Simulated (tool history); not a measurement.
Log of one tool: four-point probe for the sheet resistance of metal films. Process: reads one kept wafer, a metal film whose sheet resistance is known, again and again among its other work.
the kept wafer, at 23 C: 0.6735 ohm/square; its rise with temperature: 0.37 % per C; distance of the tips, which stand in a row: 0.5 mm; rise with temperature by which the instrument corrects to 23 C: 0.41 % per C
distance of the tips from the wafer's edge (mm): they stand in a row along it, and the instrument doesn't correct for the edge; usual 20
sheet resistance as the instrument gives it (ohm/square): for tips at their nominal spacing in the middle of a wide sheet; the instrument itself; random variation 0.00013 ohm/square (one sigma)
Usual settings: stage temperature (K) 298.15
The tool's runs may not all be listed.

run   hour  stage temperature (K)  distance of the tips from the wafer's edge (mm)  sheet resistance as the instrument gives it (ohm/square)
  1    0.0                 298.15                                               20                                                  0.673419
  2   29.0                 298.15                                               20                                                  0.673610
  3   45.4                 298.15                                               20                                                  0.673728
  4   65.2                 302.15                                               20                                                  0.672732
  5   81.7                 302.15                                               20                                                  0.673008
  6   98.5                 302.15                                               20                                                  0.672655
     100.9  -- stage's thermometer calibrated
  7  123.5                 298.15                                               20                                                  0.673978
  8  141.6                 298.15                                               20                                                  0.673799
  9  167.9                 294.15                                               20                                                  0.675254
 10  185.4                 298.15                                               20                                                  0.674203
 11  214.6                 298.15                                               20                                                  0.674201
 12  236.6                 298.15                                               20                                                  0.674577
     242.0  -- stage's thermometer calibrated, once more
 13  250.4                 306.15                                                5                                                  0.675483
 14  266.6                 306.15                                                5                                                  0.675392
 15  297.9                 307.15                                                7                                                  0.673394
 16  314.9                 307.15                                                7                                                  0.673320
 17  338.7                 294.15                                                4                                                  0.680607
 18  369.4                 306.15                                               10                                                  0.672949
 19  398.7                 295.15                                               20                                                  0.675137
 20  417.1                 293.15                                                3                                                  0.685555
 21  447.4                 300.15                                                3                                                  0.683684
 22  471.2                 307.15                                                3                                                  0.682124

Forecast each of these 5 alternatives for the next run:
  A  489.0                 292.15                                                3                                                         ?
  B  489.0                 307.15                                               13                                                         ?
  C  489.0                 297.15                                               18                                                         ?
  D  489.0                 298.15                                                3                                                         ?
  E  489.0                 299.15                                               17                                                         ?

run  sheet resistance as the instrument gives it (ohm/square)
  A                                                  0.685886
  B                                                  0.672552
  C                                                  0.674823
  D                                                  0.684274
  E                                                  0.674137
Without the tool's hidden state the same runs would have given:
run  sheet resistance as the instrument gives it (ohm/square)
  A                                                  0.684443
  B                                                  0.671142
  C                                                  0.673404
  D                                                  0.682837
  E                                                  0.672720

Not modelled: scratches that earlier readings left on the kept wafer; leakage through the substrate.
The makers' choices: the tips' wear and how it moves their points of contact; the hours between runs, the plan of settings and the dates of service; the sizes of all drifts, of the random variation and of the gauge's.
